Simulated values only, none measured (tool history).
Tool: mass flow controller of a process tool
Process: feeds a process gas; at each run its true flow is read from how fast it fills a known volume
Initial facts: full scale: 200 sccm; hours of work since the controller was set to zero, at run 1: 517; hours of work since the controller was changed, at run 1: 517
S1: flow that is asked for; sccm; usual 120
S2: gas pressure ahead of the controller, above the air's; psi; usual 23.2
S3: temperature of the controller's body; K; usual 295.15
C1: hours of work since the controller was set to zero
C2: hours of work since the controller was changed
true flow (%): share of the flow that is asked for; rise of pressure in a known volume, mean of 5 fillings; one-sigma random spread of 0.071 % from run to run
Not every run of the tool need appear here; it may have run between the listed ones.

{"run": 1, "hour": 0.0, "S1": 120, "S2": 23.2, "S3": 295.15, "C1": 517, "C2": 517, "true flow (%)": 100.19}
{"run": 2, "hour": 33.1, "S1": 120, "S2": 23.2, "S3": 295.15, "C1": 530, "C2": 530, "true flow (%)": 100.34}
{"run": 3, "hour": 100.4, "S1": 120, "S2": 23.2, "S3": 295.15, "C1": 557, "C2": 557, "true flow (%)": 100.35}
{"run": 4, "hour": 138.2, "S1": 120, "S2": 23.2, "S3": 295.15, "C1": 571, "C2": 571, "true flow (%)": 100.39}
{"run": 5, "hour": 192.8, "S1": 120, "S2": 23.2, "S3": 295.15, "C1": 593, "C2": 593, "true flow (%)": 100.41}
{"run": 6, "hour": 249.6, "S1": 120, "S2": 26.3, "S3": 295.15, "C1": 615, "C2": 615, "true flow (%)": 100.39}
{"run": 7, "hour": 319.9, "S1": 120, "S2": 26.3, "S3": 295.15, "C1": 643, "C2": 643, "true flow (%)": 100.62}
{"run": 8, "hour": 360.5, "S1": 52, "S2": 23.2, "S3": 295.15, "C1": 659, "C2": 659, "true flow (%)": 100.41}
{"run": 9, "hour": 395.2, "S1": 52, "S2": 23.2, "S3": 295.15, "C1": 672, "C2": 672, "true flow (%)": 100.34}
{"run": 10, "hour": 451.6, "S1": 52, "S2": 23.2, "S3": 295.15, "C1": 694, "C2": 694, "true flow (%)": 100.37}
{"run": 11, "hour": 515.0, "S1": 52, "S2": 23.2, "S3": 295.15, "C1": 719, "C2": 719, "true flow (%)": 100.36}
{"run": 12, "hour": 547.1, "S1": 52, "S2": 23.2, "S3": 295.15, "C1": 732, "C2": 732, "true flow (%)": 100.48}
{"run": 13, "hour": 605.0, "S1": 32, "S2": 20.7, "S3": 297.15, "C1": 754, "C2": 754, "true flow (%)": 100.26}
{"run": 14, "hour": 641.2, "S1": 120, "S2": 31.3, "S3": 310.15, "C1": 769, "C2": 769, "true flow (%)": 99.96}
{"run": 15, "hour": 681.9, "S1": 120, "S2": 25.4, "S3": 307.15, "C1": 785, "C2": 785, "true flow (%)": 99.81}
{"run": 16, "hour": 731.2, "S1": 120, "S2": 23.2, "S3": 296.15, "C1": 804, "C2": 804, "true flow (%)": 100.46}
{"run": 17, "hour": 773.8, "S1": 41, "S2": 34.4, "S3": 295.15, "C1": 821, "C2": 821, "true flow (%)": 101.04}
{"run": 18, "hour": 819.3, "S1": 41, "S2": 34.4, "S3": 295.15, "C1": 838, "C2": 838, "true flow (%)": 100.92}
{"run": 19, "hour": 863.7, "S1": 20, "S2": 34.1, "S3": 295.15, "C1": 856, "C2": 856, "true flow (%)": 101.34}
{"run": 20, "hour": 935.9, "S1": 33, "S2": 32.5, "S3": 299.15, "C1": 884, "C2": 884, "true flow (%)": 100.83}
{"run": 21, "hour": 1011.8, "S1": 183, "S2": 36.7, "S3": 294.15, "C1": 914, "C2": 914, "true flow (%)": 101.23}
{"run": 22, "hour": 1065.8, "S1": 120, "S2": 37.1, "S3": 295.15, "C1": 935, "C2": 935, "true flow (%)": 101.24}
{"run": 23, "hour": 1116.7, "S1": 76, "S2": 23.2, "S3": 300.15, "C1": 955, "C2": 955, "true flow (%)": 100.36}
{"run": 24, "hour": 1179.4, "S1": 76, "S2": 23.2, "S3": 300.15, "C1": 980, "C2": 980, "true flow (%)": 100.41}

Predict each of these 4 candidate next runs independently; none follows another, all start after run 24:
{"run": "A", "hour": 1226.5, "S1": 179, "S2": 23.2, "S3": 295.15, "C1": 998, "C2": 998, "true flow (%)": "?"}
{"run": "B", "hour": 1226.5, "S1": 120, "S2": 32.9, "S3": 295.15, "C1": 998, "C2": 998, "true flow (%)": "?"}
{"run": "C", "hour": 1226.5, "S1": 124, "S2": 24.1, "S3": 301.15, "C1": 998, "C2": 998, "true flow (%)": "?"}
{"run": "D", "hour": 1226.5, "S1": 35, "S2": 30.6, "S3": 298.15, "C1": 998, "C2": 998, "true flow (%)": "?"}

run=A true_flow_(%)=100.8
run=B true_flow_(%)=101.06
run=C true_flow_(%)=100.28
run=D true_flow_(%)=100.94
What these runs would have given with no unlogged condition in the tool:
run=A true_flow_(%)=99.97
run=B true_flow_(%)=100.19
run=C true_flow_(%)=99.41
run=D true_flow_(%)=99.81
